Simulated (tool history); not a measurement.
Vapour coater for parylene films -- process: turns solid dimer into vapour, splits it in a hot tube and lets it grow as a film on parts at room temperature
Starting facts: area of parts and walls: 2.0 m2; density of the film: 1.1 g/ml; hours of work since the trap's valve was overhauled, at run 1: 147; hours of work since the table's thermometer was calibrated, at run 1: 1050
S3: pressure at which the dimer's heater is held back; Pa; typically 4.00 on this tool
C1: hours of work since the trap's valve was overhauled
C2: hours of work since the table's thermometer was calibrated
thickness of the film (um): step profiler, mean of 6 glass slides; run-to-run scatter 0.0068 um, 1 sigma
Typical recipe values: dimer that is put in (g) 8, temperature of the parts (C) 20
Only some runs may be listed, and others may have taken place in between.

run 1 day=0.000 | dimer_that_is_put_in_(g)=8 temperature_of_the_parts_(C)=20 S3=4.00 | C1=147 C2=1050 | thickness_of_the_film_(um)=2.372
run 2 day=1.308 | dimer_that_is_put_in_(g)=8 temperature_of_the_parts_(C)=20 S3=4.00 | C1=171 C2=1074 | thickness_of_the_film_(um)=2.345
run 3 day=2.471 | dimer_that_is_put_in_(g)=8 temperature_of_the_parts_(C)=20 S3=4.00 | C1=192 C2=1096 | thickness_of_the_film_(um)=2.362
run 4 day=3.967 | dimer_that_is_put_in_(g)=8 temperature_of_the_parts_(C)=20 S3=4.00 | C1=220 C2=1123 | thickness_of_the_film_(um)=2.340
run 5 day=5.488 | dimer_that_is_put_in_(g)=8 temperature_of_the_parts_(C)=20 S3=4.00 | C1=247 C2=1151 | thickness_of_the_film_(um)=2.338
run 6 day=6.725 | dimer_that_is_put_in_(g)=8 temperature_of_the_parts_(C)=20 S3=4.00 | C1=270 C2=1174 | thickness_of_the_film_(um)=2.339
run 7 day=8.138 | dimer_that_is_put_in_(g)=8 temperature_of_the_parts_(C)=20 S3=4.00 | C1=296 C2=1200 | thickness_of_the_film_(um)=2.341
run 8 day=9.633 | dimer_that_is_put_in_(g)=11 temperature_of_the_parts_(C)=20 S3=4.00 | C1=324 C2=1227 | thickness_of_the_film_(um)=3.215
run 9 day=10.608 | dimer_that_is_put_in_(g)=11 temperature_of_the_parts_(C)=20 S3=4.00 | C1=341 C2=1245 | thickness_of_the_film_(um)=3.204
run 10 day=11.375 | dimer_that_is_put_in_(g)=8 temperature_of_the_parts_(C)=26 S3=4.00 | C1=356 C2=1259 | thickness_of_the_film_(um)=1.894
run 11 day=12.054 | dimer_that_is_put_in_(g)=8 temperature_of_the_parts_(C)=26 S3=4.00 | C1=368 C2=1272 | thickness_of_the_film_(um)=1.870
run 12 day=13.617 | dimer_that_is_put_in_(g)=8 temperature_of_the_parts_(C)=20 S3=2.24 | C1=397 C2=1300 | thickness_of_the_film_(um)=2.532
-- day=14.383 trap's valve overhauled
run 13 day=15.288 | dimer_that_is_put_in_(g)=8 temperature_of_the_parts_(C)=20 S3=2.24 | C1=17 C2=1328 | thickness_of_the_film_(um)=2.553
run 14 day=16.504 | dimer_that_is_put_in_(g)=10 temperature_of_the_parts_(C)=20 S3=2.24 | C1=39 C2=1350 | thickness_of_the_film_(um)=3.174
run 15 day=17.238 | dimer_that_is_put_in_(g)=8 temperature_of_the_parts_(C)=20 S3=4.00 | C1=52 C2=1364 | thickness_of_the_film_(um)=2.328
run 16 day=18.512 | dimer_that_is_put_in_(g)=8 temperature_of_the_parts_(C)=14 S3=4.00 | C1=76 C2=1387 | thickness_of_the_film_(um)=2.883
run 17 day=19.475 | dimer_that_is_put_in_(g)=8 temperature_of_the_parts_(C)=14 S3=4.00 | C1=94 C2=1405 | thickness_of_the_film_(um)=2.873
run 18 day=20.892 | dimer_that_is_put_in_(g)=8 temperature_of_the_parts_(C)=14 S3=4.00 | C1=120 C2=1431 | thickness_of_the_film_(um)=2.861
run 19 day=22.450 | dimer_that_is_put_in_(g)=8 temperature_of_the_parts_(C)=14 S3=4.00 | C1=148 C2=1459 | thickness_of_the_film_(um)=2.870
-- day=23.471 gauge calibrated
run 20 day=23.471 | dimer_that_is_put_in_(g)=11 temperature_of_the_parts_(C)=14 S3=2.25 | C1=167 C2=1478 | thickness_of_the_film_(um)=4.375
run 21 day=24.429 | dimer_that_is_put_in_(g)=4 temperature_of_the_parts_(C)=19 S3=3.85 | C1=184 C2=1496 | thickness_of_the_film_(um)=1.223
run 22 day=25.992 | dimer_that_is_put_in_(g)=4 temperature_of_the_parts_(C)=19 S3=3.85 | C1=213 C2=1524 | thickness_of_the_film_(um)=1.219
run 23 day=26.754 | dimer_that_is_put_in_(g)=8 temperature_of_the_parts_(C)=24 S3=5.98 | C1=227 C2=1538 | thickness_of_the_film_(um)=1.919
run 24 day=27.662 | dimer_that_is_put_in_(g)=8 temperature_of_the_parts_(C)=24 S3=5.98 | C1=244 C2=1555 | thickness_of_the_film_(um)=1.920
run 25 day=28.912 | dimer_that_is_put_in_(g)=4 temperature_of_the_parts_(C)=24 S3=5.50 | C1=267 C2=1578 | thickness_of_the_film_(um)=0.970
run 26 day=30.346 | dimer_that_is_put_in_(g)=4 temperature_of_the_parts_(C)=24 S3=5.50 | C1=293 C2=1604 | thickness_of_the_film_(um)=0.963
run 27 day=31.033 | dimer_that_is_put_in_(g)=8 temperature_of_the_parts_(C)=17 S3=4.36 | C1=306 C2=1617 | thickness_of_the_film_(um)=2.569
run 28 day=32.183 | dimer_that_is_put_in_(g)=4 temperature_of_the_parts_(C)=20 S3=6.23 | C1=327 C2=1638 | thickness_of_the_film_(um)=1.096
-- day=32.329 table's thermometer calibrated
run 29 day=33.662 | dimer_that_is_put_in_(g)=7 temperature_of_the_parts_(C)=12 S3=6.23 | C1=353 C2=24 | thickness_of_the_film_(um)=2.532
run 30 day=34.492 | dimer_that_is_put_in_(g)=9 temperature_of_the_parts_(C)=20 S3=4.00 | C1=368 C2=40 | thickness_of_the_film_(um)=2.628
run 31 day=35.154 | dimer_that_is_put_in_(g)=5 temperature_of_the_parts_(C)=28 S3=8.78 | C1=381 C2=52 | thickness_of_the_film_(um)=0.980

The same runs without the tool's hidden state, with the same run-to-run variation:
What the log doesn't record here: vapour lost through the trap's worn valve, %; true temperature of the parts over the reading, C; drift of the gauge itself on film_um, %.
run=1 thickness_of_the_film_(um)=2.372
run=2 thickness_of_the_film_(um)=2.349
run=3 thickness_of_the_film_(um)=2.368
run=4 thickness_of_the_film_(um)=2.350
run=5 thickness_of_the_film_(um)=2.351
run=6 thickness_of_the_film_(um)=2.354
run=7 thickness_of_the_film_(um)=2.359
run=8 thickness_of_the_film_(um)=3.245
run=9 thickness_of_the_film_(um)=3.237
run=10 thickness_of_the_film_(um)=1.915
run=11 thickness_of_the_film_(um)=1.892
run=12 thickness_of_the_film_(um)=2.565
run=13 thickness_of_the_film_(um)=2.585
run=14 thickness_of_the_film_(um)=3.217
run=15 thickness_of_the_film_(um)=2.361
run=16 thickness_of_the_film_(um)=2.927
run=17 thickness_of_the_film_(um)=2.920
run=18 thickness_of_the_film_(um)=2.912
run=19 thickness_of_the_film_(um)=2.926
run=20 thickness_of_the_film_(um)=4.375
run=21 thickness_of_the_film_(um)=1.224
run=22 thickness_of_the_film_(um)=1.221
run=23 thickness_of_the_film_(um)=1.925
run=24 thickness_of_the_film_(um)=1.928
run=25 thickness_of_the_film_(um)=0.975
run=26 thickness_of_the_film_(um)=0.969
run=27 thickness_of_the_film_(um)=2.588
run=28 thickness_of_the_film_(um)=1.105
run=29 thickness_of_the_film_(um)=2.560
run=30 thickness_of_the_film_(um)=2.659
run=31 thickness_of_the_film_(um)=0.992
